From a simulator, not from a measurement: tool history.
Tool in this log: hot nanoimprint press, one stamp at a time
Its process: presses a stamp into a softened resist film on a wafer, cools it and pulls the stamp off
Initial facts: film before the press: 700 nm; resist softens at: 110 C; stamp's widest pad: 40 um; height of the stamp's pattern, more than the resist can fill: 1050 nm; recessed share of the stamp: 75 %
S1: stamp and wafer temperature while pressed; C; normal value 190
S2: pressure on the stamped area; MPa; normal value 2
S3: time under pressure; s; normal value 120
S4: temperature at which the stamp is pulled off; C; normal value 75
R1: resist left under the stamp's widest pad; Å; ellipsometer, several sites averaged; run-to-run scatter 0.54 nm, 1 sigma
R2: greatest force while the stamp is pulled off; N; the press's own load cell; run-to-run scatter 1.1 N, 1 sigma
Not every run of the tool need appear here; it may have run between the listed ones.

run,hour,S1,S2,S3,S4,R1,R2
1,0,190,2,120,75,2983,156
2,60.5,190,2,120,75,2985,160
3,124.6,190,2,120,75,2973,165
4,211.9,190,2,120,75,2974,173
# hour 248.2: stamp cleaned and given a new release coat
5,304.6,190,2,120,75,2954,158
6,368.5,190,2,120,75,2953,165
7,412.6,190,2,120,75,2961,169
# hour 495.1: stamp cleaned and given a new release coat
8,495.1,190,2,120,75,2951,154
9,547.5,190,2,120,75,2946,157
10,585.2,190,2,120,75,2947,159
11,626.3,190,1.82,120,75,3059,165
12,705.2,180,2,120,75,4233,173
# hour 744.1: stamp cleaned and given a new release coat
# hour 765: press's hydraulic seals changed and the load cell set to zero
13,775.1,189,1.98,120,75,3014,156
# hour 867.4: plate thermocouple calibrated
14,868.9,196,1.37,75,82,3371,152
15,909.9,196,1.37,75,82,3374,153
16,977.3,196,1.37,75,82,3356,160
# hour 1004.4: stamp cleaned and given a new release coat
17,1059.7,196,1.37,75,82,3348,146
18,1124.6,192,1.94,120,77,2767,161
19,1178.6,196,1.58,120,69,2611,180
20,1228.8,200,2,112,61,2072,201
# hour 1250: stamp cleaned and given a new release coat
21,1320.7,200,2,112,61,2066,186
22,1384.3,181,2,173,75,3601,165
23,1471.4,194,2,60,75,3321,173
# hour 1497.7: stamp cleaned and given a new release coat
24,1551.2,190,1.35,60,75,4314,157

Alternative continuations, all from the tool just after run 24; predict every row:
A,1602.7,198,1.35,99,76,?,?
B,1602.7,184,1.35,194,63,?,?
C,1602.7,190,2,72,76,?,?
D,1602.7,190,2,220,75,?,?
E,1602.7,182,2.54,60,73,?,?

run,R1,R2
A,2787,159
B,3567,184
C,3545,160
D,2262,161
E,4519,165
Take away the tool's hidden state, keep each run's random variation, and the runs would have read:
run,R1,R2
A,2859,152
B,3670,176
C,3625,153
D,2323,154
E,4603,158

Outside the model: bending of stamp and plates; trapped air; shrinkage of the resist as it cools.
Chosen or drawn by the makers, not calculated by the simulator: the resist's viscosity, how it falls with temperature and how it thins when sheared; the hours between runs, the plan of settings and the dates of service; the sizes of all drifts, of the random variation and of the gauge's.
